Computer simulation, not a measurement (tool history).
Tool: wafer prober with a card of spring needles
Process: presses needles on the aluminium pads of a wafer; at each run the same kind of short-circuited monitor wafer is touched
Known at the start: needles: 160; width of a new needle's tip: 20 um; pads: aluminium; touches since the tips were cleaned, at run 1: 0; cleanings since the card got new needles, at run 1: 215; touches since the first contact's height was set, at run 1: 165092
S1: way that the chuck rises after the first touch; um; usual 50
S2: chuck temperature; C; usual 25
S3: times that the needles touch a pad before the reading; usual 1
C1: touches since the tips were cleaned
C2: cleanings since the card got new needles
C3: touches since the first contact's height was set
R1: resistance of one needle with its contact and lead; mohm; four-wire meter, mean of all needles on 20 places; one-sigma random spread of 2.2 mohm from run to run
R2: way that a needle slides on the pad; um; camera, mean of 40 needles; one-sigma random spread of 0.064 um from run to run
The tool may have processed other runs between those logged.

run 1 hour=0.0 | S1=50 S2=25 S3=1 | C1=0 C2=215 C3=165092 | R1=239 R2=13.41
-- hour=8.1 tips cleaned on abrasive film
-- hour=12.4 height of the first contact set anew
-- hour=18.5 tips cleaned on abrasive film
-- hour=26.6 tips cleaned on abrasive film
-- hour=36.6 tips cleaned on abrasive film
run 2 hour=39.9 | S1=50 S2=25 S3=1 | C1=1473 C2=219 C3=12153 | R1=241 R2=13.51
-- hour=46.0 tips cleaned on abrasive film
-- hour=54.1 tips cleaned on abrasive film
-- hour=64.2 tips cleaned on abrasive film
-- hour=72.3 tips cleaned on abrasive film
run 3 hour=76.2 | S1=50 S2=25 S3=1 | C1=1728 C2=223 C3=28120 | R1=237 R2=13.46
-- hour=82.3 tips cleaned on abrasive film
-- hour=90.4 tips cleaned on abrasive film
-- hour=98.4 tips cleaned on abrasive film
-- hour=108.5 tips cleaned on abrasive film
-- hour=116.6 tips cleaned on abrasive film
run 4 hour=124.5 | S1=50 S2=25 S3=1 | C1=3523 C2=228 C3=49441 | R1=241 R2=13.50
-- hour=126.6 tips cleaned on abrasive film
-- hour=134.7 tips cleaned on abrasive film
-- hour=144.8 tips cleaned on abrasive film
-- hour=154.9 tips cleaned on abrasive film
-- hour=164.9 tips cleaned on abrasive film
run 5 hour=169.4 | S1=50 S2=25 S3=1 | C1=1970 C2=233 C3=69209 | R1=236 R2=13.53
-- hour=173.5 tips cleaned on abrasive film
-- hour=181.5 tips cleaned on abrasive film
-- hour=191.6 tips cleaned on abrasive film
-- hour=199.7 tips cleaned on abrasive film
-- hour=207.9 tips cleaned on abrasive film
run 6 hour=207.9 | S1=50 S2=25 S3=2 | C1=0 C2=238 C3=86145 | R1=238 R2=13.37
-- hour=217.9 tips cleaned on abrasive film
-- hour=226.0 tips cleaned on abrasive film
run 7 hour=234.0 | S1=50 S2=25 S3=2 | C1=3555 C2=240 C3=97695 | R1=240 R2=13.42
-- hour=236.1 tips cleaned on abrasive film
-- hour=244.2 tips cleaned on abrasive film
-- hour=252.3 tips cleaned on abrasive film
-- hour=262.3 tips cleaned on abrasive film
run 8 hour=270.0 | S1=50 S2=25 S3=2 | C1=3412 C2=244 C3=113567 | R1=240 R2=13.48
-- hour=272.1 tips cleaned on abrasive film
-- hour=280.2 tips cleaned on abrasive film
-- hour=288.3 tips cleaned on abrasive film
-- hour=296.4 tips cleaned on abrasive film
-- hour=304.4 tips cleaned on abrasive film
run 9 hour=307.7 | S1=50 S2=25 S3=2 | C1=1442 C2=249 C3=130138 | R1=237 R2=13.35
-- hour=313.8 tips cleaned on abrasive film
-- hour=323.9 tips cleaned on abrasive film
-- hour=331.9 tips cleaned on abrasive film
-- hour=342.0 tips cleaned on abrasive film
-- hour=352.1 tips cleaned on abrasive film
run 10 hour=354.7 | S1=50 S2=25 S3=2 | C1=1148 C2=254 C3=150865 | R1=237 R2=13.30
-- hour=360.8 tips cleaned on abrasive film
-- hour=370.9 tips cleaned on abrasive film
-- hour=380.9 tips cleaned on abrasive film
-- hour=391.0 tips cleaned on abrasive film
run 11 hour=396.6 | S1=50 S2=25 S3=2 | C1=2488 C2=258 C3=169372 | R1=239 R2=13.57
-- hour=398.9 height of the first contact set anew
-- hour=401.0 tips cleaned on abrasive film
-- hour=409.1 tips cleaned on abrasive film
-- hour=419.2 tips cleaned on abrasive film
run 12 hour=425.1 | S1=50 S2=63 S3=1 | C1=2658 C2=261 C3=11557 | R1=252 R2=13.52
-- hour=429.2 tips cleaned on abrasive film
-- hour=437.3 tips cleaned on abrasive film
-- hour=445.4 tips cleaned on abrasive film
-- hour=453.5 tips cleaned on abrasive film
-- hour=463.6 tips cleaned on abrasive film
run 13 hour=464.2 | S1=50 S2=63 S3=1 | C1=289 C2=266 C3=28754 | R1=257 R2=13.47
-- hour=472.3 tips cleaned on abrasive film
-- hour=480.4 tips cleaned on abrasive film
-- hour=490.5 tips cleaned on abrasive film
-- hour=498.6 tips cleaned on abrasive film
-- hour=507.8 tips cleaned on abrasive film
run 14 hour=507.8 | S1=50 S2=25 S3=2 | C1=0 C2=271 C3=47933 | R1=240 R2=13.36
-- hour=517.8 tips cleaned on abrasive film
-- hour=527.9 tips cleaned on abrasive film
-- hour=538.0 tips cleaned on abrasive film
run 15 hour=545.7 | S1=50 S2=83 S3=2 | C1=3432 C2=274 C3=64714 | R1=259 R2=13.46
-- hour=547.8 tips cleaned on abrasive film
-- hour=557.9 tips cleaned on abrasive film
-- hour=566.0 tips cleaned on abrasive film
-- hour=574.1 tips cleaned on abrasive film
run 16 hour=579.9 | S1=58 S2=25 S3=2 | C1=2602 C2=278 C3=79776 | R1=240 R2=15.48
-- hour=584.0 tips cleaned on abrasive film
-- hour=592.1 tips cleaned on abrasive film
-- hour=600.2 tips cleaned on abrasive film
-- hour=610.3 tips cleaned on abrasive film
-- hour=618.3 tips cleaned on abrasive film
run 17 hour=624.4 | S1=50 S2=31 S3=1 | C1=2687 C2=283 C3=99372 | R1=244 R2=13.45
-- hour=626.5 tips cleaned on abrasive film
-- hour=634.6 tips cleaned on abrasive film
-- hour=642.7 tips cleaned on abrasive film
run 18 hour=650.0 | S1=50 S2=31 S3=1 | C1=3273 C2=286 C3=110659 | R1=239 R2=13.38
-- hour=652.1 tips cleaned on abrasive film
-- hour=660.2 tips cleaned on abrasive film
-- hour=670.3 tips cleaned on abrasive film
run 19 hour=673.9 | S1=65 S2=118 S3=1 | C1=1604 C2=289 C3=121163 | R1=258 R2=17.38
-- hour=680.0 tips cleaned on abrasive film
-- hour=688.0 tips cleaned on abrasive film
-- hour=696.1 tips cleaned on abrasive film
-- hour=706.2 tips cleaned on abrasive film
-- hour=714.3 tips cleaned on abrasive film
-- hour=722.4 tips cleaned on abrasive film
run 20 hour=724.3 | S1=65 S2=50 S3=2 | C1=867 C2=295 C3=143389 | R1=241 R2=17.48
-- hour=732.4 tips cleaned on abrasive film
-- hour=740.5 tips cleaned on abrasive film
-- hour=749.8 tips cleaned on abrasive film
run 21 hour=749.8 | S1=39 S2=50 S3=2 | C1=0 C2=298 C3=154607 | R1=256 R2=10.52
-- hour=757.9 tips cleaned on abrasive film
-- hour=768.0 tips cleaned on abrasive film
-- hour=778.1 tips cleaned on abrasive film
-- hour=786.3 height of the first contact set anew
-- hour=788.4 tips cleaned on abrasive film
run 22 hour=792.1 | S1=39 S2=50 S3=2 | C1=1616 C2=302 C3=2507 | R1=251 R2=10.41
-- hour=798.2 tips cleaned on abrasive film
-- hour=808.2 tips cleaned on abrasive film
-- hour=816.4 tips cleaned on abrasive film
run 23 hour=816.4 | S1=65 S2=78 S3=1 | C1=0 C2=305 C3=13205 | R1=251 R2=17.43
-- hour=826.4 tips cleaned on abrasive film
-- hour=834.5 tips cleaned on abrasive film
-- hour=842.5 tips cleaned on abrasive film
run 24 hour=843.0 | S1=65 S2=92 S3=1 | C1=205 C2=308 C3=24940 | R1=251 R2=17.51

For each entry between runs, how does the tool's hidden state at the last listed run before it compare with that at the first listed run after it?
Run 1 -> run 2: tips cleaned on abrasive film (hour 8.1); height of the first contact set anew (hour 12.4); tips cleaned on abrasive film (hour 18.5); tips cleaned on abrasive film (hour 26.6); tips cleaned on abrasive film (hour 36.6)
  debris on the tips, nm: 0 -> 0.1
Run 2 -> run 3: tips cleaned on abrasive film (hour 46.0); tips cleaned on abrasive film (hour 54.1); tips cleaned on abrasive film (hour 64.2); tips cleaned on abrasive film (hour 72.3)
  the hidden state is the same at both runs
Run 3 -> run 4: tips cleaned on abrasive film (hour 82.3); tips cleaned on abrasive film (hour 90.4); tips cleaned on abrasive film (hour 98.4); tips cleaned on abrasive film (hour 108.5); tips cleaned on abrasive film (hour 116.6)
  debris on the tips, nm: 0.1 -> 0.2
Run 4 -> run 5: tips cleaned on abrasive film (hour 126.6); tips cleaned on abrasive film (hour 134.7); tips cleaned on abrasive film (hour 144.8); tips cleaned on abrasive film (hour 154.9); tips cleaned on abrasive film (hour 164.9)
  debris on the tips, nm: 0.2 -> 0.1
Run 5 -> run 6: tips cleaned on abrasive film (hour 173.5); tips cleaned on abrasive film (hour 181.5); tips cleaned on abrasive film (hour 191.6); tips cleaned on abrasive film (hour 199.7); tips cleaned on abrasive film (hour 207.9)
  debris on the tips, nm: 0.1 -> 0
Run 6 -> run 7: tips cleaned on abrasive film (hour 217.9); tips cleaned on abrasive film (hour 226.0)
  debris on the tips, nm: 0 -> 0.2
Run 7 -> run 8: tips cleaned on abrasive film (hour 236.1); tips cleaned on abrasive film (hour 244.2); tips cleaned on abrasive film (hour 252.3); tips cleaned on abrasive film (hour 262.3)
  debris on the tips, nm: 0.2 -> 0.1
Run 8 -> run 9: tips cleaned on abrasive film (hour 272.1); tips cleaned on abrasive film (hour 280.2); tips cleaned on abrasive film (hour 288.3); tips cleaned on abrasive film (hour 296.4); tips cleaned on abrasive film (hour 304.4)
  the hidden state is the same at both runs
Run 9 -> run 10: tips cleaned on abrasive film (hour 313.8); tips cleaned on abrasive film (hour 323.9); tips cleaned on abrasive film (hour 331.9); tips cleaned on abrasive film (hour 342.0); tips cleaned on abrasive film (hour 352.1)
  the hidden state is the same at both runs
Run 10 -> run 11: tips cleaned on abrasive film (hour 360.8); tips cleaned on abrasive film (hour 370.9); tips cleaned on abrasive film (hour 380.9); tips cleaned on abrasive film (hour 391.0)
  way that the needles fall short of the set height, um: 0 -> 0.01
Run 11 -> run 12: height of the first contact set anew (hour 398.9); tips cleaned on abrasive film (hour 401.0); tips cleaned on abrasive film (hour 409.1); tips cleaned on abrasive film (hour 419.2)
  way that the needles fall short of the set height, um: 0.01 -> 0
Run 12 -> run 13: tips cleaned on abrasive film (hour 429.2); tips cleaned on abrasive film (hour 437.3); tips cleaned on abrasive film (hour 445.4); tips cleaned on abrasive film (hour 453.5); tips cleaned on abrasive film (hour 463.6)
  debris on the tips, nm: 0.1 -> 0
Run 13 -> run 14: tips cleaned on abrasive film (hour 472.3); tips cleaned on abrasive film (hour 480.4); tips cleaned on abrasive film (hour 490.5); tips cleaned on abrasive film (hour 498.6); tips cleaned on abrasive film (hour 507.8)
  the hidden state is the same at both runs
Run 14 -> run 15: tips cleaned on abrasive film (hour 517.8); tips cleaned on abrasive film (hour 527.9); tips cleaned on abrasive film (hour 538.0)
  debris on the tips, nm: 0 -> 0.1
Run 15 -> run 16: tips cleaned on abrasive film (hour 547.8); tips cleaned on abrasive film (hour 557.9); tips cleaned on abrasive film (hour 566.0); tips cleaned on abrasive film (hour 574.1)
  the hidden state is the same at both runs
Run 16 -> run 17: tips cleaned on abrasive film (hour 584.0); tips cleaned on abrasive film (hour 592.1); tips cleaned on abrasive film (hour 600.2); tips cleaned on abrasive film (hour 610.3); tips cleaned on abrasive film (hour 618.3)
  the hidden state is the same at both runs
Run 17 -> run 18: tips cleaned on abrasive film (hour 626.5); tips cleaned on abrasive film (hour 634.6); tips cleaned on abrasive film (hour 642.7)
  the hidden state is the same at both runs
Run 18 -> run 19: tips cleaned on abrasive film (hour 652.1); tips cleaned on abrasive film (hour 660.2); tips cleaned on abrasive film (hour 670.3)
  the hidden state is the same at both runs
Run 19 -> run 20: tips cleaned on abrasive film (hour 680.0); tips cleaned on abrasive film (hour 688.0); tips cleaned on abrasive film (hour 696.1); tips cleaned on abrasive film (hour 706.2); tips cleaned on abrasive film (hour 714.3); tips cleaned on abrasive film (hour 722.4)
  the hidden state is the same at both runs
Run 20 -> run 21: tips cleaned on abrasive film (hour 732.4); tips cleaned on abrasive film (hour 740.5); tips cleaned on abrasive film (hour 749.8)
  debris on the tips, nm: 0.1 -> 0
Run 21 -> run 22: tips cleaned on abrasive film (hour 757.9); tips cleaned on abrasive film (hour 768.0); tips cleaned on abrasive film (hour 778.1); height of the first contact set anew (hour 786.3); tips cleaned on abrasive film (hour 788.4)
  debris on the tips, nm: 0 -> 0.1
Run 22 -> run 23: tips cleaned on abrasive film (hour 798.2); tips cleaned on abrasive film (hour 808.2); tips cleaned on abrasive film (hour 816.4)
  debris on the tips, nm: 0.1 -> 0
Run 23 -> run 24: tips cleaned on abrasive film (hour 826.4); tips cleaned on abrasive film (hour 834.5); tips cleaned on abrasive film (hour 842.5)
  the hidden state is the same at both runs
